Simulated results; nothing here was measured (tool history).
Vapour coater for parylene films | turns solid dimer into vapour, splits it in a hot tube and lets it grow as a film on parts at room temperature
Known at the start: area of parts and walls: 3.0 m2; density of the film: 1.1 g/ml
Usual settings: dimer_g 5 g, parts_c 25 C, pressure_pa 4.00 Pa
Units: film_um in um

run   hour  dimer_g  parts_c  pressure_pa  film_um
  1    0.0        5       25         4.00    0.974
  2   23.0        5       25         4.00    0.980
  3   42.7        5       25         4.00    0.974
  4   57.3        5       25         4.00    0.981
  5   72.8        5       21         4.00    1.057
  6   92.7        5       24         4.00    0.997
  7  103.8        5       24         4.00    0.997
  8  128.0        4       30         5.82    0.672
  9  147.0        4       30         5.82    0.664
 10  161.7        4       30         5.82    0.674
 11  185.6        4       23         4.50    0.801
 12  201.0        5       17         5.12    1.111
 13  214.3        3       23         2.39    0.644

Forecast each of these 5 alternatives for the next run:
  A  225.8        5       30         6.48        ?
  B  225.8        2       23         2.39        ?
  C  225.8        5       20         7.28        ?
  D  225.8        5       31         2.63        ?
  E  225.8        3       31         2.39        ?

run  film_um
  A    0.818
  B    0.431
  C    0.997
  D    0.901
  E    0.544
Without the tool's hidden state the same runs would have given:
run  film_um
  A    0.835
  B    0.440
  C    1.018
  D    0.919
  E    0.556
